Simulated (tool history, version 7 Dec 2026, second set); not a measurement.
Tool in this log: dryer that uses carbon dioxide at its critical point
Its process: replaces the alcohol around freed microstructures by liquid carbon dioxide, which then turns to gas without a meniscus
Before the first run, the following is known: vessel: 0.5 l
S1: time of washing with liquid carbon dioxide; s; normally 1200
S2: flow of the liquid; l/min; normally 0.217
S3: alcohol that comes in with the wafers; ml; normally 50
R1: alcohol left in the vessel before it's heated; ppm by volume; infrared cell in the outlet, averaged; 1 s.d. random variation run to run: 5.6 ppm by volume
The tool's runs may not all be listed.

run   hour    S1     S2   S3    R1
  1      0  1200  0.217   50   235
  2    4.8  1080  0.217   50   410
  3   11.2  1080  0.217   50   412
  4   18.4  1080  0.217   50   408
  5   26.9  1560  0.217   50    71
  6   32.8  1200  0.217   50   254
  7   38.8  1800  0.217   50    46
  8   43.3  1800  0.217   32    39
  9   50.8  1320  0.217   50   150
 10   61.2  1320  0.217   50   153
 11     69  1320  0.217   50   154
 12   79.5  1200  0.217   50   259
 13   89.4  1200  0.217   67   327
 14   98.8  1200  0.217   67   318
 15  105.5  1200  0.217   67   331
 16  114.7  1200  0.217   67   341
 17  124.7  1200  0.217   67   347
 18  129.4  1680  0.217   50    60
 19  133.8  1680  0.217   50    60
 20    141  1200  0.217   50   267
 21  145.4  1200  0.217   50   272
 22  151.8  1200  0.217   50   262
 23  160.6  1200  0.217   50   265
 24  170.9   960  0.188   39  1180
 25  176.6   780  0.188  117  7149
 26  186.9   780  0.188  117  7307
 27    192   780  0.188  117  7360
 28  197.5   780  0.188  117  7133
 29  207.8  1440  0.267   50    68
 30  218.6  1200  0.181   34   476
 31  226.9  1200  0.217   52   310
 32    235  1560  0.286   50    54
 33  245.2  1020  0.201   99  1682
 34  251.5   960  0.201  107  2391
 35    258   960  0.201  107  2387
 36  267.7   960  0.201  107  2438
 37  277.2  1020  0.364   25    70
 38  282.5  1200  0.134   39  1707
 39  287.7  1260   0.14   82  2592
 40  292.5  1380  0.228   37   115
 41  300.6   900  0.312   23   150
 42  307.7  1200  0.307   50    85
 43    315  1200  0.307   50    98
 44  325.2  1200  0.307   50    89
 45  335.6  1200  0.164   41   883
 46  344.2  1200  0.133   50  2361

Each row is a separate what-if for the run after 46, all from the same tool condition, not one after another. Results?
  A  353.8   840  0.261   27   ?
  B  353.8  1020  0.291   50   ?
  C  353.8  1620  0.194   84   ?
  D  353.8   780  0.234  118   ?
  E  353.8  1440  0.166   50   ?

run    R1
  A   427
  B   185
  C   186
  D  3601
  E   438
With no hidden state in the tool, these same runs would have given:
run    R1
  A   264
  B    76
  C    76
  D  2719
  E   260
